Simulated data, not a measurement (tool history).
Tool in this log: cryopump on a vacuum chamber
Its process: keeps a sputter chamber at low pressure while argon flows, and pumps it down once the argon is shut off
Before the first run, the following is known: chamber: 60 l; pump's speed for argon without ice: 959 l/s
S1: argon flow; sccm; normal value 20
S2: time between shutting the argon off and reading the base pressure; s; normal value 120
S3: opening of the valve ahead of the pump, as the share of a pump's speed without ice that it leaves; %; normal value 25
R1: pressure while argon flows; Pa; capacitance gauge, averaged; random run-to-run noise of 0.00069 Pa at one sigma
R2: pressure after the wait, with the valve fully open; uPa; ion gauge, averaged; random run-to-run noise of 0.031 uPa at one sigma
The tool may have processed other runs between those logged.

Run 1, hour 0.0: usual settings. Result: R1 0.1447 Pa, R2 1.87 uPa.
Run 2, hour 28.7: usual settings. Result: R1 0.1436 Pa, R2 1.97 uPa.
Run 3, hour 52.3: usual settings. Result: R1 0.1425 Pa, R2 1.87 uPa.
Run 4, hour 75.8: usual settings. Result: R1 0.1438 Pa, R2 1.99 uPa.
Run 5, hour 98.1: usual settings. Result: R1 0.1451 Pa, R2 1.99 uPa.
Run 6, hour 146.5: usual settings. Result: R1 0.1448 Pa, R2 2.08 uPa.
Run 7, hour 185.6: usual settings. Result: R1 0.1442 Pa, R2 2.16 uPa.
Run 8, hour 210.5: usual settings but S2 57 s. Result: R1 0.1449 Pa, R2 3.69 uPa.
Run 9, hour 250.7: usual settings but S2 57 s. Result: R1 0.1451 Pa, R2 3.78 uPa.
Run 10, hour 294.9: usual settings. Result: R1 0.1458 Pa, R2 2.34 uPa.
Run 11, hour 342.6: usual settings. Result: R1 0.1459 Pa, R2 2.39 uPa.
Run 12, hour 381.7: usual settings. Result: R1 0.1455 Pa, R2 2.44 uPa.
Run 13, hour 412.1: usual settings. Result: R1 0.1457 Pa, R2 2.49 uPa.
Run 14, hour 461.4: usual settings. Result: R1 0.1472 Pa, R2 2.61 uPa.
At hour 487.4: pump warmed up, emptied and cooled again.
Run 15, hour 491.8: usual settings. Result: R1 0.1423 Pa, R2 2.45 uPa.
Run 16, hour 541.6: usual settings. Result: R1 0.1419 Pa, R2 2.55 uPa.
Run 17, hour 581.2: usual settings. Result: R1 0.1422 Pa, R2 2.63 uPa.
Run 18, hour 604.3: usual settings but S1 22 sccm, S3 46 %. Result: R1 0.0859 Pa, R2 2.65 uPa.
Run 19, hour 635.5: usual settings but S1 34 sccm, S2 285 s, S3 15 %. Result: R1 0.4018 Pa, R2 2.01 uPa.
Run 20, hour 676.4: usual settings but S1 34 sccm, S2 285 s, S3 15 %. Result: R1 0.4020 Pa, R2 1.99 uPa.
Run 21, hour 706.6: usual settings but S1 26 sccm, S2 151 s, S3 31 %. Result: R1 0.1512 Pa, R2 2.57 uPa.
Run 22, hour 740.3: usual settings but S1 26 sccm, S2 151 s, S3 31 %. Result: R1 0.1509 Pa, R2 2.64 uPa.
Run 23, hour 772.6: usual settings but S1 25 sccm, S3 20 %. Result: R1 0.2231 Pa, R2 2.96 uPa.
Run 24, hour 817.4: usual settings but S1 23 sccm, S3 40 %. Result: R1 0.1048 Pa, R2 3.06 uPa.
Run 25, hour 862.9: usual settings but S1 23 sccm, S3 40 %. Result: R1 0.1046 Pa, R2 3.12 uPa.
Run 26, hour 903.7: usual settings but S1 14 sccm, S2 33 s, S3 16 %. Result: R1 0.1576 Pa, R2 6.39 uPa.
Run 27, hour 948.4: usual settings but S1 33 sccm, S2 163 s. Result: R1 0.2385 Pa, R2 2.90 uPa.
Run 28, hour 969.4: usual settings but S1 33 sccm, S2 163 s. Result: R1 0.2372 Pa, R2 2.92 uPa.
Run 29, hour 1017.6: usual settings but S1 31 sccm, S2 90 s, S3 23 %. Result: R1 0.2434 Pa, R2 3.73 uPa.
Run 30, hour 1051.0: usual settings but S1 31 sccm, S2 90 s, S3 23 %. Result: R1 0.2438 Pa, R2 3.69 uPa.
Run 31, hour 1073.2: usual settings but S1 38 sccm, S2 224 s, S3 28 %. Result: R1 0.2468 Pa, R2 2.79 uPa.
Run 32, hour 1100.0: usual settings but S1 38 sccm, S2 224 s, S3 28 %. Result: R1 0.2484 Pa, R2 2.91 uPa.
Run 33, hour 1143.7: usual settings but S2 224 s, S3 28 %. Result: R1 0.1312 Pa, R2 2.95 uPa.

Forecast each of these 4 alternatives for the next run:
Run A, hour 1183.0: usual settings but S1 11 sccm, S2 66 s, S3 15 %. Result: R1 ?, R2 ?.
Run B, hour 1183.0: usual settings but S3 40 %. Result: R1 ?, R2 ?.
Run C, hour 1183.0: usual settings but S3 54 %. Result: R1 ?, R2 ?.
Run D, hour 1183.0: usual settings but S2 146 s, S3 51 %. Result: R1 ?, R2 ?.

run      R1    R2
  A  0.1318  4.71
  B  0.0931  3.59
  C  0.0708  3.61
  D  0.0746  3.34
With no hidden state in the tool, these same runs would have given:
run      R1    R2
  A  0.1289  2.69
  B  0.0878  1.59
  C  0.0654  1.60
  D  0.0693  1.34
